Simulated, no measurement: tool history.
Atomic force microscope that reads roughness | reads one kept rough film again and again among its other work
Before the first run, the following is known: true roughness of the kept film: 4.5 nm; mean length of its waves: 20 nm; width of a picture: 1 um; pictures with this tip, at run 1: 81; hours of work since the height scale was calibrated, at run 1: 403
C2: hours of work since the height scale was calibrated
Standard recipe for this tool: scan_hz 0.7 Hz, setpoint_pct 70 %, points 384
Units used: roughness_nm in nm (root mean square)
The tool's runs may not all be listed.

{"run": 1, "hour": 0.0, "scan_hz": 0.7, "setpoint_pct": 70, "points": 384, "pictures with this tip": 81, "C2": 403, "roughness_nm": 3.465}
{"run": 2, "hour": 17.3, "scan_hz": 0.7, "setpoint_pct": 70, "points": 384, "pictures with this tip": 96, "C2": 410, "roughness_nm": 3.455}
{"run": 3, "hour": 38.5, "scan_hz": 0.7, "setpoint_pct": 70, "points": 384, "pictures with this tip": 116, "C2": 420, "roughness_nm": 3.485}
{"run": 4, "hour": 63.3, "scan_hz": 0.7, "setpoint_pct": 70, "points": 384, "pictures with this tip": 138, "C2": 430, "roughness_nm": 3.456}
{"run": 5, "hour": 90.6, "scan_hz": 0.7, "setpoint_pct": 70, "points": 384, "pictures with this tip": 163, "C2": 442, "roughness_nm": 3.494}
{"hour": 93.6, "done": "new tip fitted"}
{"run": 6, "hour": 121.7, "scan_hz": 0.7, "setpoint_pct": 70, "points": 384, "pictures with this tip": 25, "C2": 456, "roughness_nm": 3.495}
{"run": 7, "hour": 147.4, "scan_hz": 0.7, "setpoint_pct": 58, "points": 764, "pictures with this tip": 49, "C2": 467, "roughness_nm": 3.582}
{"run": 8, "hour": 168.0, "scan_hz": 1.473, "setpoint_pct": 58, "points": 542, "pictures with this tip": 67, "C2": 476, "roughness_nm": 3.507}
{"run": 9, "hour": 193.1, "scan_hz": 0.7, "setpoint_pct": 69, "points": 582, "pictures with this tip": 90, "C2": 487, "roughness_nm": 3.502}
{"run": 10, "hour": 214.2, "scan_hz": 0.7, "setpoint_pct": 69, "points": 582, "pictures with this tip": 109, "C2": 496, "roughness_nm": 3.515}
{"run": 11, "hour": 230.8, "scan_hz": 0.7, "setpoint_pct": 69, "points": 582, "pictures with this tip": 124, "C2": 504, "roughness_nm": 3.546}

Branching from run 11: 5 alternative next runs. What would each branch give?
{"run": "A", "hour": 251.6, "scan_hz": 1.495, "setpoint_pct": 70, "points": 920, "pictures with this tip": 143, "C2": 513, "roughness_nm": "?"}
{"run": "B", "hour": 251.6, "scan_hz": 2.039, "setpoint_pct": 69, "points": 535, "pictures with this tip": 143, "C2": 513, "roughness_nm": "?"}
{"run": "C", "hour": 251.6, "scan_hz": 3.337, "setpoint_pct": 80, "points": 582, "pictures with this tip": 143, "C2": 513, "roughness_nm": "?"}
{"run": "D", "hour": 251.6, "scan_hz": 1.649, "setpoint_pct": 82, "points": 384, "pictures with this tip": 143, "C2": 513, "roughness_nm": "?"}
{"run": "E", "hour": 251.6, "scan_hz": 0.7, "setpoint_pct": 71, "points": 582, "pictures with this tip": 143, "C2": 513, "roughness_nm": "?"}

run=A roughness_nm=3.345
run=B roughness_nm=3.269
run=C roughness_nm=2.747
run=D roughness_nm=3.088
run=E roughness_nm=3.52
Without the tool's unlogged condition, the same runs would have read:
run=A roughness_nm=3.356
run=B roughness_nm=3.279
run=C roughness_nm=2.756
run=D roughness_nm=3.098
run=E roughness_nm=3.531
